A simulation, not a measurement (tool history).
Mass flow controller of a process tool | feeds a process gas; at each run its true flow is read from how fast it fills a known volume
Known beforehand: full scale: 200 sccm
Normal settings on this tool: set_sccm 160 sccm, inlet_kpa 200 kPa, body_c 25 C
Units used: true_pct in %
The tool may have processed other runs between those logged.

run,hour,set_sccm,inlet_kpa,body_c,true_pct
1,0.0,160,200,25,99.95
2,293.0,160,200,25,99.90
3,525.6,160,200,26,99.76
4,729.6,160,200,26,99.63
5,961.2,160,200,31,99.22
6,1285.5,160,264,31,99.56
7,1542.9,160,264,31,99.36
8,1842.0,160,264,37,98.96
9,2055.9,160,264,37,98.96
10,2242.2,160,264,37,98.80
11,2605.7,160,264,37,98.64
12,2835.9,160,152,25,98.76
13,2990.3,129,152,25,98.70
14,3232.1,160,200,25,98.93
15,3385.1,48,200,25,98.53
16,3546.5,48,200,25,98.40
17,3886.6,160,200,25,98.65
18,4136.2,160,200,25,98.54
19,4470.4,160,200,25,98.39
20,4759.1,160,230,25,98.43
21,4994.8,160,200,25,98.09
22,5205.5,160,200,23,98.25
23,5555.9,160,200,23,97.97
24,5840.9,69,200,21,97.94
25,6086.9,160,200,22,97.86
26,6265.3,160,271,25,98.05
27,6453.7,160,271,25,97.98
28,6644.3,160,250,25,97.81
29,6898.3,165,168,30,97.19
30,7175.8,27,236,25,97.22
31,7351.8,27,236,25,97.24
32,7552.9,22,200,25,97.16
33,7758.3,22,258,25,99.66
34,8119.2,51,153,33,98.86
35,8442.9,160,214,25,99.69
36,8729.4,160,214,25,99.56
37,9053.9,160,214,23,99.54
38,9224.5,160,214,24,99.39
39,9385.6,160,214,24,99.46
40,9695.3,92,214,24,99.00
41,9975.4,21,148,40,97.91
42,10230.8,123,166,38,98.28
43,10598.2,123,166,38,98.14
44,10857.3,127,166,23,98.78
45,11129.0,160,160,25,98.50
46,11323.3,160,165,23,98.61

Withheld: 2 entries from between the runs. Position of each, and hidden state at the listed run before versus the listed run after:
Logged between run 11 and run 12: controller exchanged for a calibrated one (hour 2755.0)
  flow at rest that the sensor doesn't see, % of full scale: -0.005 -> 0; true flow over the shown one, %: 0.01 -> 0; drift of the gauge itself on true_pct, %: -0.89 -> -0.96
  measured result minus the result with no hidden state, true_pct: -0.88 -> -0.96 %
Logged between run 32 and run 33: gauge calibrated (hour 7603.3)
  drift of the gauge itself on true_pct, %: -2.57 -> -0.05
  measured result minus the result with no hidden state, true_pct: -2.59 -> -0.07 %
